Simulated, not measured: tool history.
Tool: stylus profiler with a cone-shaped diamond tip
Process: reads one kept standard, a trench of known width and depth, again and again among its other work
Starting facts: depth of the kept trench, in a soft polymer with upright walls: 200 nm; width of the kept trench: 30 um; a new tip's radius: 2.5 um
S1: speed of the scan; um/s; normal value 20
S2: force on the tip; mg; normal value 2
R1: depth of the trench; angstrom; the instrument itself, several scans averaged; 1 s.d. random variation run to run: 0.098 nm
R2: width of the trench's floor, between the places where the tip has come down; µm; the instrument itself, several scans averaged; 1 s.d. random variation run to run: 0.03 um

run   hour  S1    S2      R1     R2
  1      0  20     2  2023.2  27.83
  2   36.1  20     2  2021.1  27.78
  3   53.9  20     2  2021.6  27.78
  4   78.4  20     2  2021.7  27.83
  5   95.5  20     2  2021.9  27.86
  6    119  20     2  2024.3  27.79
  7  148.4  20     2  2022.6  27.81
  8  171.2  52     2  2021.9  27.66
  9  200.8  52     2  2021.7  27.58
 10  223.7  52  2.97  2028.4  27.66
 11  255.4  20     1  2015.6  27.71
 12  291.9  20  4.84  2036.8   27.8
 13  328.5  29  4.84  2037.8  27.72
 14  353.7  20  0.72  2015.4  27.65
 15  380.3  20     2  2024.9  27.73
 16  395.7  20     2  2024.3  27.74
 17    416  52  1.21  2018.8   27.5
 18    442  52  0.89  2016.7  27.35
 19  472.1  20  0.88  2017.6  27.66
 20  493.7  62     2  2024.3  27.52
 21  515.4  19  0.92  2017.1   27.7
 22  535.9   6  1.02  2017.9  27.83
 23  563.6   6  1.02  2019.6  27.74
 24  595.2   6  1.02  2017.1  27.74
 25  617.4  11  2.14  2025.8  27.73
 26  633.1  22  1.95  2025.2  27.67
 27  660.2  22  1.95  2025.3  27.71
 28  687.5  10  1.44  2022.3  27.77
 29  720.4   6   0.9  2020.1   27.8

What if the next run were any one of these 4? Each begins from the tool's condition after run 29:
  A  744.5  56  2.68   ?   ?
  B  744.5  13   0.9   ?   ?
  C  744.5  63   0.9   ?   ?
  D  744.5  44  2.74   ?   ?

run      R1     R2
  A  2031.4  27.53
  B  2019.7  27.68
  C  2018.8  27.27
  D  2030.7  27.57
With no hidden state in the tool, these same runs would have given:
run      R1     R2
  A  2022.8  27.76
  B  2011.2  27.92
  C  2010.2  27.51
  D    2022   27.8
